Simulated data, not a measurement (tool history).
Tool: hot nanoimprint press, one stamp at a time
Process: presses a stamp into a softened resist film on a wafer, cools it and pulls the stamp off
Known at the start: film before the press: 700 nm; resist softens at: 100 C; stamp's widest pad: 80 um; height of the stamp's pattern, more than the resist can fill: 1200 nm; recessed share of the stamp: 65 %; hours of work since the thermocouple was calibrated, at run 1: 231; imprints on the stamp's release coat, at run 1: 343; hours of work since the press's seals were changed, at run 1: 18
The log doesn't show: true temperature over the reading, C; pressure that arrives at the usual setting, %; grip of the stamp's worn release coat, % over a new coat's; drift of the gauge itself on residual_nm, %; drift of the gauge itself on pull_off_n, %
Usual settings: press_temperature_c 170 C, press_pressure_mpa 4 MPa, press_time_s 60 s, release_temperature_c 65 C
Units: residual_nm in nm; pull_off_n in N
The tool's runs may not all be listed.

run   hour  press_temperature_c  press_pressure_mpa  press_time_s  release_temperature_c  hours of work since the thermocouple was calibrated  imprints on the stamp's release coat  hours of work since the press's seals were changed  residual_nm  pull_off_n
  1      0                  170                   4            60                     65                                                  231                                   343                                                  18        327.6       119.4
  2    7.3                  170                   4            53                     65                                                  237                                   382                                                  24        341.9       120.4
  3   15.6                  170                   4            53                     65                                                  243                                   427                                                  30        341.9       121.2
  4   23.6                  170                   4            53                     65                                                  249                                   470                                                  36        342.6       121.1
  5   33.3                  170                   4            60                     53                                                  256                                   522                                                  43        328.2         161
  6   39.4                  170                   4            60                     53                                                  260                                   555                                                  47        328.1       159.9
  7   45.9                  170                   4            67                     53                                                  265                                   590                                                  52          316       160.9
      56.7  -- stamp cleaned and given a new release coat
  8   57.8                  161                   4            60                     65                                                  270                                     6                                                  56        486.4       115.1
  9   66.1                  161                   4            60                     65                                                  276                                    51                                                  62        484.4       115.6
 10     74                  170                   4            60                     65                                                  282                                    94                                                  68        327.7       116.6
 11   81.7                  170                   4            60                     65                                                  287                                   135                                                  74        327.9       116.2
 12   87.1                  170                   4            60                     65                                                  291                                   165                                                  78        327.2       116.8
 13  100.5                  170                   4            60                     65                                                  301                                   236                                                  88        326.4       117.5
 14  111.1                  170                   4            74                     65                                                  309                                   293                                                  96        305.4       118.6
 15  121.9                  170                   4            74                     65                                                  317                                   352                                                 104        304.7       119.1
 16    133                  170                3.14            45                     65                                                  325                                   411                                                 112        403.9       120.2
 17  140.8                  173                   4            60                     57                                                  331                                   453                                                 118        284.2       145.8
 18  153.9                  170                   4            40                     65                                                  341                                   524                                                 127        370.7       121.9
 19  163.1                  170                3.15            60                     59                                                  347                                   573                                                 134        369.8       141.6
     176.6  -- stamp cleaned and given a new release coat
 20    179                  170                   4           111                     65                                                  355                                    13                                                 141        264.8       114.4
 21  184.7                  164                5.17           111                     65                                                  359                                    44                                                 146        310.4       114.7
 22  197.9                  174                2.76           111                     62                                                  369                                   115                                                 155        269.9       125.5
     204.9  -- plate thermocouple calibrated
 23  208.1                  174                2.45            95                     62                                                    2                                   153                                                 161        311.4       127.7
 24    221                  174                2.45            46                     54                                                   12                                   222                                                 170        391.5       151.9
 25  227.8                  174                2.45            46                     54                                                   17                                   259                                                 175        391.1       153.1
 26  233.6                  174                2.45            70                     64                                                   21                                   290                                                 179        343.8       122.3
 27  242.9                  170                   4            60                     65                                                   28                                   341                                                 186        332.5       120.9
 28  251.6                  174                6.36            60                     55                                                   34                                   387                                                 193          212         152
 29  261.1                  170                4.83            60                     71                                                   42                                   439                                                 200          300       103.1

Forecast each of these 4 alternatives for the next run:
  A  273.5                  170                   4           110                     70                                                   51                                   505                                                 209            ?           ?
  B  273.5                  169                4.83           102                     64                                                   51                                   505                                                 209            ?           ?
  C  273.5                  175                4.83            88                     71                                                   51                                   505                                                 209            ?           ?
  D  273.5                  160                3.22            85                     71                                                   51                                   505                                                 209            ?           ?

run  residual_nm  pull_off_n
  A        270.9         107
  B        262.5       126.1
  C        206.3       103.7
  D        509.8       103.4
Without the tool's hidden state the same runs would have given:
run  residual_nm  pull_off_n
  A        273.1       101.8
  B        264.4       119.8
  C        207.5        98.6
  D        513.7        98.4
